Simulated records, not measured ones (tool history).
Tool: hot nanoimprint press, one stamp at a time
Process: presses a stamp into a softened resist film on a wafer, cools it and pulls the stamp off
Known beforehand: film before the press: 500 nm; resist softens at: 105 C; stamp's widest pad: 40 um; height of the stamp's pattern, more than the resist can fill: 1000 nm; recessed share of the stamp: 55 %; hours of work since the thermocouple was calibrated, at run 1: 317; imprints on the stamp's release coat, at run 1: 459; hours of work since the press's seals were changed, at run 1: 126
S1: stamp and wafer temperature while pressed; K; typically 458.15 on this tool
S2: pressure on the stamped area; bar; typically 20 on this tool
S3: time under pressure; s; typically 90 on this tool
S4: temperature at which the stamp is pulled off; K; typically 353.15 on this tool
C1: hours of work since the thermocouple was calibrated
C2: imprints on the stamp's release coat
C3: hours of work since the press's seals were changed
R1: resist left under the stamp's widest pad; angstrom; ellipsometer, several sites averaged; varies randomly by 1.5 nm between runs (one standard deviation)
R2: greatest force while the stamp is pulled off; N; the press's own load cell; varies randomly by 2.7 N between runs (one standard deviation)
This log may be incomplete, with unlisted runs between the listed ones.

| run | day | S1 | S2 | S3 | S4 | C1 | C2 | C3 | R1 | R2 |
|---|---|---|---|---|---|---|---|---|---|---|
| 1 | 0 | 458.15 | 20 | 90 | 353.15 | 317 | 459 | 126 | 2731 | 136 |
| 2 | 0.238 | 458.15 | 20 | 95 | 353.15 | 320 | 473 | 128 | 2685 | 134 |
| 3 | 0.512 | 458.15 | 20 | 90 | 353.15 | 323 | 489 | 131 | 2718 | 128 |
| 4 | 0.883 | 458.15 | 20 | 90 | 353.15 | 327 | 512 | 135 | 2712 | 137 |
| 5 | 1.354 | 458.15 | 20 | 90 | 353.15 | 332 | 540 | 141 | 2687 | 140 |
| 6 | 1.892 | 458.15 | 20 | 90 | 353.15 | 338 | 572 | 147 | 2690 | 139 |
| 7 | 2.15 | 458.15 | 20 | 90 | 353.15 | 341 | 587 | 150 | 2694 | 140 |
| 8 | 2.496 | 458.15 | 20 | 90 | 353.15 | 345 | 608 | 153 | 2694 | 137 |
| 9 | 2.808 | 458.15 | 20 | 90 | 353.15 | 348 | 627 | 157 | 2696 | 137 |
| 10 | 3.088 | 458.15 | 20 | 90 | 353.15 | 351 | 643 | 160 | 2713 | 143 |
| 11 | 3.55 | 458.15 | 20 | 90 | 353.15 | 357 | 671 | 165 | 2703 | 143 |
| 12 | 3.908 | 458.15 | 20 | 90 | 353.15 | 361 | 692 | 169 | 2706 | 146 |
| 13 | 4.217 | 458.15 | 20 | 90 | 350.15 | 364 | 711 | 173 | 2698 | 145 |
| 14 | 4.517 | 458.15 | 20 | 90 | 350.15 | 367 | 729 | 176 | 2703 | 148 |
| 15 | 4.996 | 458.15 | 20 | 90 | 354.15 | 373 | 757 | 181 | 2700 | 142 |
| 16 | 5.292 | 458.15 | 20 | 90 | 354.15 | 376 | 775 | 184 | 2680 | 139 |
| 17 | 5.783 | 464.15 | 20 | 90 | 354.15 | 381 | 804 | 190 | 2290 | 152 |
| 18 | 6.096 | 458.15 | 15.7 | 114 | 350.15 | 385 | 823 | 193 | 2711 | 156 |
| 19 | 6.508 | 458.15 | 15.7 | 114 | 350.15 | 389 | 848 | 198 | 2720 | 156 |
| 20 | 6.858 | 458.15 | 31.8 | 114 | 355.15 | 393 | 869 | 202 | 2047 | 146 |
| 21 | 7.1 | 450.15 | 20.1 | 120 | 353.15 | 396 | 883 | 205 | 2999 | 152 |
| 22 | 7.458 | 458.15 | 20 | 179 | 352.15 | 400 | 905 | 209 | 2062 | 148 |
| 23 | 7.883 | 458.15 | 18.3 | 137 | 352.15 | 405 | 930 | 213 | 2365 | 148 |
| 24 | 8.204 | 462.15 | 27.2 | 90 | 353.15 | 408 | 949 | 217 | 2156 | 153 |
| 25 | 8.696 | 468.15 | 27.4 | 101 | 353.15 | 414 | 978 | 222 | 1735 | 158 |
| 26 | 9.183 | 459.15 | 12.2 | 138 | 350.15 | 419 | 1008 | 228 | 2680 | 155 |
| 27 | 9.575 | 458.15 | 16.6 | 154 | 343.15 | 424 | 1031 | 232 | 2363 | 166 |
| 28 | 10.042 | 458.15 | 20 | 75 | 353.15 | 429 | 1059 | 237 | 2845 | 153 |
| 29 | 10.533 | 457.15 | 25.9 | 75 | 353.15 | 434 | 1088 | 243 | 2699 | 157 |

For some of the steps in R1 from one run to the next: how much would appear even if the tool had no hidden state, given the settings, what came in and random variation, and how much remains for the hidden state plus any gauge scatter that the measured result and the result without hidden state don't share?
Hidden conditions of the tool in this case: true temperature over the reading, C; pressure that arrives at the usual setting, %; grip of the stamp's worn release coat, % over a new coat's; drift of the gauge itself on residual_nm, %; drift of the gauge itself on pull_off_n, %.
Run 20 -> 21: S1 458.15 -> 450.15, S2 31.8 -> 20.1, S3 114 -> 120, S4 355.15 -> 353.15. R1 +952 angstrom: hidden state -35, all else +987.
Run 25 -> 26: S1 468.15 -> 459.15, S2 27.4 -> 12.2, S3 101 -> 138, S4 353.15 -> 350.15. R1 +945 angstrom: hidden state -45, all else +990.

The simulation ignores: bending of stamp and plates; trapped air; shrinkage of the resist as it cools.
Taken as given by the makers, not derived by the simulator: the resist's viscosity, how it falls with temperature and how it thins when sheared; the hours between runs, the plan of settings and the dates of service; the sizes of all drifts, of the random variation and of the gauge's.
